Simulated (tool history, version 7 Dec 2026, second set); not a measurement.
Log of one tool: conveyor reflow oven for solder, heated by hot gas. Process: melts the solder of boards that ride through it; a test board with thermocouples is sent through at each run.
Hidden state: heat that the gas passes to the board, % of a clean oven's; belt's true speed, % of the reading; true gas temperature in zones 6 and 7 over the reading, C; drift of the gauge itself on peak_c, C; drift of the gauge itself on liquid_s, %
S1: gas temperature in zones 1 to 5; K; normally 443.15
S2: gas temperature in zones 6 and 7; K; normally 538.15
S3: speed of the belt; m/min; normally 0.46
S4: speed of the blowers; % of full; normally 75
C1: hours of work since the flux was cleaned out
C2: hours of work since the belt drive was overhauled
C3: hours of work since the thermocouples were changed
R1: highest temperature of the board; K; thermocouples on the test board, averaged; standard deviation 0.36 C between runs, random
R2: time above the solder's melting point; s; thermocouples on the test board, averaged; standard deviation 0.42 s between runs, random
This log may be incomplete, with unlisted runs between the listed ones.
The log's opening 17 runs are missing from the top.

{"run": 18, "hour": 390.0, "S1": 435.15, "S2": 532.15, "S3": 0.46, "S4": 75, "C1": 274, "C2": 365, "C3": 431, "R1": 512.85, "R2": 43.8}
{"run": 19, "hour": 405.6, "S1": 439.15, "S2": 533.15, "S3": 0.518, "S4": 52, "C1": 284, "C2": 374, "C3": 440, "R1": 500.15, "R2": 20.1}
{"run": 20, "hour": 422.8, "S1": 443.15, "S2": 545.15, "S3": 0.405, "S4": 59, "C1": 295, "C2": 385, "C3": 451, "R1": 525.15, "R2": 64.2}
{"run": 21, "hour": 443.4, "S1": 429.15, "S2": 541.15, "S3": 0.505, "S4": 63, "C1": 307, "C2": 397, "C3": 463, "R1": 510.05, "R2": 31.6}
{"run": 22, "hour": 472.9, "S1": 456.15, "S2": 530.15, "S3": 0.532, "S4": 56, "C1": 325, "C2": 415, "C3": 481, "R1": 504.15, "R2": 29.4}
{"run": 23, "hour": 491.2, "S1": 434.15, "S2": 541.15, "S3": 0.414, "S4": 78, "C1": 336, "C2": 427, "C3": 493, "R1": 524.25, "R2": 60.2}
{"run": 24, "hour": 520.3, "S1": 434.15, "S2": 541.15, "S3": 0.414, "S4": 78, "C1": 354, "C2": 444, "C3": 510, "R1": 523.65, "R2": 59.6}
{"run": 25, "hour": 539.6, "S1": 443.15, "S2": 539.15, "S3": 0.413, "S4": 75, "C1": 366, "C2": 456, "C3": 522, "R1": 523.35, "R2": 62.6}
{"run": 26, "hour": 559.3, "S1": 443.15, "S2": 546.15, "S3": 0.377, "S4": 75, "C1": 378, "C2": 468, "C3": 534, "R1": 532.55, "R2": 76.5}
{"hour": 569.1, "done": "flux residue cleaned out of gas plates and filters"}
{"run": 27, "hour": 597.9, "S1": 458.15, "S2": 538.15, "S3": 0.387, "S4": 72, "C1": 18, "C2": 489, "C3": 555, "R1": 527.95, "R2": 78.2}
{"run": 28, "hour": 630.4, "S1": 455.15, "S2": 538.15, "S3": 0.398, "S4": 88, "C1": 37, "C2": 509, "C3": 575, "R1": 529.65, "R2": 76.9}
{"run": 29, "hour": 666.2, "S1": 449.15, "S2": 544.15, "S3": 0.37, "S4": 52, "C1": 59, "C2": 531, "C3": 597, "R1": 526.85, "R2": 76}
{"run": 30, "hour": 683.6, "S1": 449.15, "S2": 544.15, "S3": 0.37, "S4": 52, "C1": 70, "C2": 541, "C3": 607, "R1": 527.25, "R2": 75.8}
{"run": 31, "hour": 718.9, "S1": 449.15, "S2": 544.15, "S3": 0.37, "S4": 52, "C1": 92, "C2": 563, "C3": 629, "R1": 527.15, "R2": 74.9}
{"run": 32, "hour": 741.5, "S1": 449.15, "S2": 544.15, "S3": 0.37, "S4": 52, "C1": 105, "C2": 577, "C3": 643, "R1": 527.65, "R2": 75.5}

What if the next run were any one of these 3? Each begins from the tool's condition after run 32:
{"run": "A", "hour": 767.1, "S1": 443.15, "S2": 544.15, "S3": 0.37, "S4": 52, "C1": 121, "C2": 592, "C3": 658, "R1": "?", "R2": "?"}
{"run": "B", "hour": 767.1, "S1": 449.15, "S2": 544.15, "S3": 0.527, "S4": 66, "C1": 121, "C2": 592, "C3": 658, "R1": "?", "R2": "?"}
{"run": "C", "hour": 767.1, "S1": 449.15, "S2": 532.15, "S3": 0.497, "S4": 80, "C1": 121, "C2": 592, "C3": 658, "R1": "?", "R2": "?"}

run=A R1=525.65 R2=72.2
run=B R1=518.85 R2=45
run=C R1=515.35 R2=46.8
The same runs, with their run-to-run variation unchanged, on a tool lacking any hidden condition would have given:
run=A R1=525.55 R2=71.6
run=B R1=519.25 R2=45.2
run=C R1=515.65 R2=47
